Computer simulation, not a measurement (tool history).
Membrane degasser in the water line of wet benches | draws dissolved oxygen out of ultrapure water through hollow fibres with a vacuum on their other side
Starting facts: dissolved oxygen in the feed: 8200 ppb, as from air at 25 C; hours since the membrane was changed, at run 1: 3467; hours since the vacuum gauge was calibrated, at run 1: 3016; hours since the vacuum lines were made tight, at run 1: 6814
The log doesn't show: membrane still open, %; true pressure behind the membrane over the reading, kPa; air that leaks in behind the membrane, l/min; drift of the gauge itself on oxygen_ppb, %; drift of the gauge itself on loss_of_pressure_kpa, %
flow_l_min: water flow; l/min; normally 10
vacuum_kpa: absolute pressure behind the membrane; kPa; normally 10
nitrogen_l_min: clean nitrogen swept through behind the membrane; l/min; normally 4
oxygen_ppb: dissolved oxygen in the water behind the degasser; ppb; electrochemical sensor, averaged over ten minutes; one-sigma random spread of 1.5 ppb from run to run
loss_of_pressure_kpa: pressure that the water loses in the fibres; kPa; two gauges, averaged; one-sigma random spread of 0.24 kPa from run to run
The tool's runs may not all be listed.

| run | day | flow_l_min | vacuum_kpa | nitrogen_l_min | hours since the membrane was changed | hours since the vacuum gauge was calibrated | hours since the vacuum lines were made tight | oxygen_ppb | loss_of_pressure_kpa |
|---|---|---|---|---|---|---|---|---|---|
| 1 | 0 | 10 | 10 | 4 | 3467 | 3016 | 6814 | 146.8 | 63.66 |
|  | 0.4 | seals of the vacuum lines changed |
| 2 | 2.871 | 12 | 10 | 4 | 3534 | 3083 | 59 | 220.2 | 76.81 |
| 3 | 5.592 | 12 | 10 | 4 | 3600 | 3148 | 125 | 220.1 | 76.79 |
| 4 | 7.996 | 12 | 10 | 4 | 3657 | 3206 | 182 | 220.1 | 76.53 |
| 5 | 11.854 | 12 | 10 | 4 | 3750 | 3298 | 275 | 219.9 | 76.74 |
| 6 | 15.25 | 9 | 10 | 4 | 3831 | 3380 | 356 | 113.6 | 57.86 |
| 7 | 17.246 | 10 | 10 | 4 | 3879 | 3428 | 404 | 145.5 | 64 |
| 8 | 19.512 | 10 | 8.8 | 4 | 3934 | 3482 | 459 | 138.5 | 64.49 |
| 9 | 23.133 | 10 | 8.8 | 9.64 | 4021 | 3569 | 546 | 119.2 | 64.12 |
| 10 | 25.329 | 10 | 8.8 | 9.64 | 4073 | 3622 | 598 | 120.4 | 63.98 |
| 11 | 27.125 | 10 | 10 | 1.73 | 4116 | 3665 | 641 | 193.8 | 63.86 |
| 12 | 30.671 | 10 | 10 | 1.73 | 4202 | 3750 | 727 | 193.3 | 64.1 |
| 13 | 33.825 | 10 | 10 | 1.73 | 4277 | 3826 | 802 | 192.2 | 64.37 |
| 14 | 35.425 | 10 | 18.7 | 4 | 4316 | 3864 | 841 | 195.7 | 64.28 |
| 15 | 37.512 | 10 | 8.4 | 4 | 4366 | 3914 | 891 | 134.9 | 64.65 |
| 16 | 41.338 | 10 | 8.4 | 4 | 4458 | 4006 | 983 | 134.7 | 65.05 |
| 17 | 44.575 | 10 | 10 | 2.67 | 4535 | 4084 | 1060 | 168.3 | 64.26 |
| 18 | 47.904 | 10 | 10 | 2.67 | 4615 | 4163 | 1140 | 166.9 | 65.16 |
| 19 | 51.475 | 10 | 10 | 5.03 | 4701 | 4249 | 1226 | 138.4 | 65.15 |
|  | 53.742 | gauge calibrated |
| 20 | 53.742 | 7 | 10 | 4 | 4755 | 4304 | 1280 | 63 | 44.27 |
| 21 | 56.338 | 13 | 6.4 | 4 | 4818 | 4366 | 1343 | 229.3 | 82.62 |
|  | 56.75 | vacuum gauge calibrated |
| 22 | 59.325 | 10 | 9.8 | 4 | 4889 | 62 | 1414 | 144.6 | 63.39 |
| 23 | 61.454 | 10 | 9.8 | 4 | 4940 | 113 | 1465 | 143.9 | 63.33 |
| 24 | 63.617 | 10 | 9.8 | 4 | 4992 | 165 | 1517 | 145.3 | 63.98 |
| 25 | 65.471 | 10 | 9.8 | 4 | 5036 | 209 | 1561 | 142.1 | 63.94 |

The next listed run, before its measurement:
| 26 | 69.292 | 8 | 10 | 10.05 | 5128 | 301 | 1653 | ? | ? |

{"run 26": {"oxygen_ppb": 67.2, "loss_of_pressure_kpa": 51}}
The same run, on a tool lacking any hidden state, would have yielded oxygen_ppb 67.1 ppb, loss_of_pressure_kpa 50.61 kPa.

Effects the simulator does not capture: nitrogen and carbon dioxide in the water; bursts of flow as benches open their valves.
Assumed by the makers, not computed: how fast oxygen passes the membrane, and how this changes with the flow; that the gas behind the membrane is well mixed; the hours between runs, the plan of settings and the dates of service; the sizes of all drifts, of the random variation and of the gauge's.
